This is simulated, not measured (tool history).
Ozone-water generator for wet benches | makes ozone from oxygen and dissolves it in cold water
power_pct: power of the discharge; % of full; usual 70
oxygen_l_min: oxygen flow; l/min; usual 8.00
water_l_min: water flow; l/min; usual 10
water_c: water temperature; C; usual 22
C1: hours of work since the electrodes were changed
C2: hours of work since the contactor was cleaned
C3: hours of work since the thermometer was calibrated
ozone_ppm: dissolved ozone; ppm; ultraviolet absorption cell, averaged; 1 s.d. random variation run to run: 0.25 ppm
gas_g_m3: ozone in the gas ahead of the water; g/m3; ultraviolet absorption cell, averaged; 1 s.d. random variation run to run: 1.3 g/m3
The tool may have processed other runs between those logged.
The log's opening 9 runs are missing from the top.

run 10 hour=431.5 | power_pct=70 oxygen_l_min=8.00 water_l_min=9 water_c=22 | C1=428 C2=719 C3=1081 | ozone_ppm=39.2 gas_g_m3=243.1
run 11 hour=464.1 | power_pct=70 oxygen_l_min=8.00 water_l_min=10 water_c=22 | C1=449 C2=739 C3=1102 | ozone_ppm=38.0 gas_g_m3=244.0
run 12 hour=496.0 | power_pct=42 oxygen_l_min=8.00 water_l_min=10 water_c=22 | C1=470 C2=760 C3=1122 | ozone_ppm=24.7 gas_g_m3=162.8
run 13 hour=528.8 | power_pct=51 oxygen_l_min=8.00 water_l_min=10 water_c=22 | C1=491 C2=781 C3=1143 | ozone_ppm=29.2 gas_g_m3=187.7
run 14 hour=576.7 | power_pct=51 oxygen_l_min=8.00 water_l_min=10 water_c=22 | C1=522 C2=812 C3=1174 | ozone_ppm=29.2 gas_g_m3=189.2
run 15 hour=634.9 | power_pct=70 oxygen_l_min=8.00 water_l_min=10 water_c=22 | C1=559 C2=849 C3=1211 | ozone_ppm=37.4 gas_g_m3=245.7
run 16 hour=688.7 | power_pct=70 oxygen_l_min=8.00 water_l_min=15 water_c=22 | C1=593 C2=884 C3=1246 | ozone_ppm=30.7 gas_g_m3=241.9
run 17 hour=722.7 | power_pct=64 oxygen_l_min=9.85 water_l_min=8 water_c=17 | C1=615 C2=905 C3=1267 | ozone_ppm=39.4 gas_g_m3=197.0
run 18 hour=751.7 | power_pct=88 oxygen_l_min=13.67 water_l_min=8 water_c=17 | C1=634 C2=924 C3=1286 | ozone_ppm=43.1 gas_g_m3=202.2
run 19 hour=785.6 | power_pct=62 oxygen_l_min=9.34 water_l_min=9 water_c=17 | C1=656 C2=946 C3=1308 | ozone_ppm=37.6 gas_g_m3=199.7
run 20 hour=846.5 | power_pct=40 oxygen_l_min=8.00 water_l_min=10 water_c=24 | C1=695 C2=985 C3=1347 | ozone_ppm=22.7 gas_g_m3=156.4
run 21 hour=903.3 | power_pct=40 oxygen_l_min=10.62 water_l_min=10 water_c=18 | C1=731 C2=1021 C3=1383 | ozone_ppm=23.5 gas_g_m3=129.0
run 22 hour=937.3 | power_pct=40 oxygen_l_min=10.62 water_l_min=11 water_c=18 | C1=753 C2=1043 C3=1405 | ozone_ppm=22.6 gas_g_m3=129.2
run 23 hour=999.3 | power_pct=40 oxygen_l_min=10.62 water_l_min=11 water_c=18 | C1=793 C2=1083 C3=1445 | ozone_ppm=22.6 gas_g_m3=131.4
run 24 hour=1033.9 | power_pct=40 oxygen_l_min=10.62 water_l_min=11 water_c=18 | C1=815 C2=1105 C3=1467 | ozone_ppm=22.4 gas_g_m3=128.4
run 25 hour=1091.7 | power_pct=80 oxygen_l_min=8.00 water_l_min=10 water_c=14 | C1=852 C2=1142 C3=1504 | ozone_ppm=49.9 gas_g_m3=269.9
run 26 hour=1143.7 | power_pct=70 oxygen_l_min=5.87 water_l_min=9 water_c=18 | C1=885 C2=1175 C3=1537 | ozone_ppm=49.1 gas_g_m3=301.1
run 27 hour=1187.5 | power_pct=70 oxygen_l_min=5.87 water_l_min=9 water_c=18 | C1=913 C2=1204 C3=1566 | ozone_ppm=48.5 gas_g_m3=302.3
run 28 hour=1252.1 | power_pct=70 oxygen_l_min=5.87 water_l_min=9 water_c=18 | C1=955 C2=1245 C3=1607 | ozone_ppm=48.7 gas_g_m3=298.4
run 29 hour=1314.8 | power_pct=87 oxygen_l_min=5.87 water_l_min=9 water_c=27 | C1=995 C2=1285 C3=1647 | ozone_ppm=47.3 gas_g_m3=356.6
run 30 hour=1363.5 | power_pct=71 oxygen_l_min=8.00 water_l_min=6 water_c=15 | C1=1026 C2=1316 C3=1678 | ozone_ppm=55.0 gas_g_m3=247.7
run 31 hour=1391.3 | power_pct=45 oxygen_l_min=10.38 water_l_min=13 water_c=28 | C1=1044 C2=1334 C3=1696 | ozone_ppm=18.2 gas_g_m3=142.9
run 32 hour=1442.2 | power_pct=67 oxygen_l_min=7.46 water_l_min=10 water_c=22 | C1=1077 C2=1367 C3=1729 | ozone_ppm=37.2 gas_g_m3=246.7

Predict each of these 3 candidate next runs independently; none follows another, all start after run 32:
run A hour=1482.5 | power_pct=67 oxygen_l_min=7.46 water_l_min=8 water_c=22 | C1=1103 C2=1393 C3=1755 | ozone_ppm=? gas_g_m3=?
run B hour=1482.5 | power_pct=63 oxygen_l_min=7.46 water_l_min=10 water_c=22 | C1=1103 C2=1393 C3=1755 | ozone_ppm=? gas_g_m3=?
run C hour=1482.5 | power_pct=67 oxygen_l_min=11.37 water_l_min=10 water_c=15 | C1=1103 C2=1393 C3=1755 | ozone_ppm=? gas_g_m3=?

run=A ozone_ppm=41.2 gas_g_m3=244.9
run=B ozone_ppm=35.6 gas_g_m3=234.9
run=C ozone_ppm=36.8 gas_g_m3=184.0
With no hidden state in the tool, these same runs would have given:
run=A ozone_ppm=41.2 gas_g_m3=245.0
run=B ozone_ppm=35.7 gas_g_m3=234.9
run=C ozone_ppm=36.8 gas_g_m3=184.0
